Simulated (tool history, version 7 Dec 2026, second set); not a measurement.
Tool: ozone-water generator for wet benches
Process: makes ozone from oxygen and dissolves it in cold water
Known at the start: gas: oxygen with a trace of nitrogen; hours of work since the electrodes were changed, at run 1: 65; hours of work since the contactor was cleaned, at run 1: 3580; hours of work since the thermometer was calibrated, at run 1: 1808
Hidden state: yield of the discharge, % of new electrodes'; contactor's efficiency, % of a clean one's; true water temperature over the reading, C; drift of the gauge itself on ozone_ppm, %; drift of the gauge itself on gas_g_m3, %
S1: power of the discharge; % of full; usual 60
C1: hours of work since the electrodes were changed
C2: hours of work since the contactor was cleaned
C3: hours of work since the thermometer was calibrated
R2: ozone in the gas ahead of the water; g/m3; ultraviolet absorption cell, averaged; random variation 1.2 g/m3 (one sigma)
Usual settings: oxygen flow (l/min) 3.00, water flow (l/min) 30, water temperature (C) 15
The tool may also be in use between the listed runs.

Run 1, hour 0.0: usual settings; C1 65; C2 3580; C3 1808. Result: dissolved ozone (ppm) 11.8, R2 208.3 g/m3.
Run 2, hour 47.2: usual settings but water temperature (C) 11; C1 104; C2 3618; C3 1846. Result: dissolved ozone (ppm) 11.9, R2 207.3 g/m3.
Run 3, hour 91.7: usual settings; C1 140; C2 3655; C3 1883. Result: dissolved ozone (ppm) 11.7, R2 208.9 g/m3.
Run 4, hour 183.8: usual settings; C1 216; C2 3730; C3 1959. Result: dissolved ozone (ppm) 11.4, R2 208.2 g/m3.
Run 5, hour 259.5: usual settings; C1 278; C2 3793; C3 2021. Result: dissolved ozone (ppm) 11.6, R2 206.9 g/m3.
Run 6, hour 330.8: usual settings; C1 337; C2 3851; C3 2079. Result: dissolved ozone (ppm) 11.5, R2 207.2 g/m3.
Run 7, hour 371.8: usual settings; C1 370; C2 3885; C3 2113. Result: dissolved ozone (ppm) 11.3, R2 206.8 g/m3.
Run 8, hour 466.1: usual settings; C1 448; C2 3962; C3 2190. Result: dissolved ozone (ppm) 11.6, R2 206.5 g/m3.
Run 9, hour 545.9: usual settings; C1 513; C2 4028; C3 2256. Result: dissolved ozone (ppm) 11.5, R2 206.4 g/m3.
Run 10, hour 609.7: usual settings; C1 566; C2 4080; C3 2308. Result: dissolved ozone (ppm) 11.4, R2 207.8 g/m3.
Run 11, hour 664.8: usual settings; C1 611; C2 4125; C3 2354. Result: dissolved ozone (ppm) 11.5, R2 207.7 g/m3.
Run 12, hour 724.5: usual settings; C1 660; C2 4174; C3 2403. Result: dissolved ozone (ppm) 11.5, R2 207.4 g/m3.
Run 13, hour 794.0: usual settings; C1 717; C2 4232; C3 2460. Result: dissolved ozone (ppm) 11.5, R2 203.5 g/m3.
Run 14, hour 836.2: usual settings; C1 752; C2 4266; C3 2494. Result: dissolved ozone (ppm) 11.5, R2 205.5 g/m3.
Run 15, hour 877.7: usual settings; C1 786; C2 4300; C3 2528. Result: dissolved ozone (ppm) 11.6, R2 205.8 g/m3.
Run 16, hour 944.7: usual settings; C1 841; C2 4355; C3 2583. Result: dissolved ozone (ppm) 11.5, R2 205.5 g/m3.
Run 17, hour 989.0: usual settings but oxygen flow (l/min) 4.65, water temperature (C) 13; C1 877; C2 4392; C3 2620. Result: dissolved ozone (ppm) 11.9, R2 155.0 g/m3.
Run 18, hour 1066.8: usual settings but water flow (l/min) 41, water temperature (C) 16; C1 941; C2 4456; C3 2684. Result: dissolved ozone (ppm) 7.6, R2 205.1 g/m3.
At hour 1072.6: water thermometer calibrated.
Run 19, hour 1153.9: usual settings but water flow (l/min) 41, water temperature (C) 16; C1 1012; C2 4527; C3 67. Result: dissolved ozone (ppm) 7.7, R2 204.9 g/m3.
Run 20, hour 1241.8: usual settings but S1 54 % of full, oxygen flow (l/min) 1.89; C1 1084; C2 4599; C3 139. Result: dissolved ozone (ppm) 9.6, R2 249.6 g/m3.
Run 21, hour 1303.3: usual settings but S1 69 % of full, oxygen flow (l/min) 3.79; C1 1135; C2 4649; C3 189. Result: dissolved ozone (ppm) 13.1, R2 201.0 g/m3.
Run 22, hour 1352.7: usual settings but S1 76 % of full, oxygen flow (l/min) 4.12, water temperature (C) 18; C1 1175; C2 4690; C3 230. Result: dissolved ozone (ppm) 13.9, R2 205.0 g/m3.
At hour 1361.3: water thermometer calibrated, once more.
Run 23, hour 1424.3: usual settings but S1 76 % of full, oxygen flow (l/min) 4.12, water temperature (C) 18; C1 1234; C2 4748; C3 52. Result: dissolved ozone (ppm) 14.2, R2 204.5 g/m3.
Run 24, hour 1520.6: usual settings but S1 51 % of full, oxygen flow (l/min) 1.82, water flow (l/min) 34, water temperature (C) 22; C1 1313; C2 4827; C3 131. Result: dissolved ozone (ppm) 7.4, R2 240.1 g/m3.
Run 25, hour 1562.6: usual settings but S1 100 % of full, oxygen flow (l/min) 1.55, water flow (l/min) 28, water temperature (C) 18; C1 1347; C2 4862; C3 165. Result: dissolved ozone (ppm) 16.6, R2 482.7 g/m3.
Run 26, hour 1606.9: usual settings but S1 100 % of full, oxygen flow (l/min) 1.55, water flow (l/min) 28, water temperature (C) 18; C1 1384; C2 4898; C3 202. Result: dissolved ozone (ppm) 16.7, R2 482.2 g/m3.
Run 27, hour 1659.3: usual settings but S1 69 % of full, oxygen flow (l/min) 2.99, water flow (l/min) 20, water temperature (C) 18; C1 1427; C2 4941; C3 245. Result: dissolved ozone (ppm) 18.9, R2 232.0 g/m3.
Run 28, hour 1725.2: usual settings but oxygen flow (l/min) 1.77; C1 1481; C2 4995; C3 299. Result: dissolved ozone (ppm) 10.1, R2 283.0 g/m3.
Run 29, hour 1793.9: usual settings but S1 42 % of full, oxygen flow (l/min) 1.77, water flow (l/min) 19; C1 1537; C2 5052; C3 355. Result: dissolved ozone (ppm) 12.5, R2 207.6 g/m3.
Run 30, hour 1865.8: usual settings but S1 42 % of full, oxygen flow (l/min) 2.50, water flow (l/min) 38, water temperature (C) 17; C1 1596; C2 5111; C3 414. Result: dissolved ozone (ppm) 5.8, R2 168.0 g/m3.
Run 31, hour 1931.0: usual settings but S1 42 % of full, oxygen flow (l/min) 2.50, water temperature (C) 23; C1 1650; C2 5164; C3 468. Result: dissolved ozone (ppm) 7.4, R2 168.2 g/m3.
Run 32, hour 1983.4: usual settings but S1 49 % of full, water flow (l/min) 27; C1 1693; C2 5207; C3 511. Result: dissolved ozone (ppm) 10.5, R2 169.6 g/m3.

Forecast each of these 5 alternatives for the next run:
Run A, hour 2069.0: usual settings but S1 59 % of full, water flow (l/min) 27; C1 1763; C2 5278; C3 581. Result: dissolved ozone (ppm) ?, R2 ?.
Run B, hour 2069.0: usual settings but S1 49 % of full, oxygen flow (l/min) 1.58, water flow (l/min) 27, water temperature (C) 11; C1 1763; C2 5278; C3 581. Result: dissolved ozone (ppm) ?, R2 ?.
Run C, hour 2069.0: usual settings but oxygen flow (l/min) 2.81; C1 1763; C2 5278; C3 581. Result: dissolved ozone (ppm) ?, R2 ?.
Run D, hour 2069.0: usual settings but oxygen flow (l/min) 1.63; C1 1763; C2 5278; C3 581. Result: dissolved ozone (ppm) ?, R2 ?.
Run E, hour 2069.0: usual settings but S1 67 % of full, oxygen flow (l/min) 3.04, water temperature (C) 16; C1 1763; C2 5278; C3 581. Result: dissolved ozone (ppm) ?, R2 ?.

run  dissolved ozone (ppm)     R2
  A                   12.5  200.1
  B                    9.7  252.2
  C                   11.0  207.3
  D                    9.9  299.4
  E                   12.2  220.6
Without the tool's hidden state the same runs would have given:
run  dissolved ozone (ppm)     R2
  A                   13.8  206.4
  B                   10.6  258.5
  C                   12.2  214.0
  D                   10.9  308.9
  E                   13.5  228.4
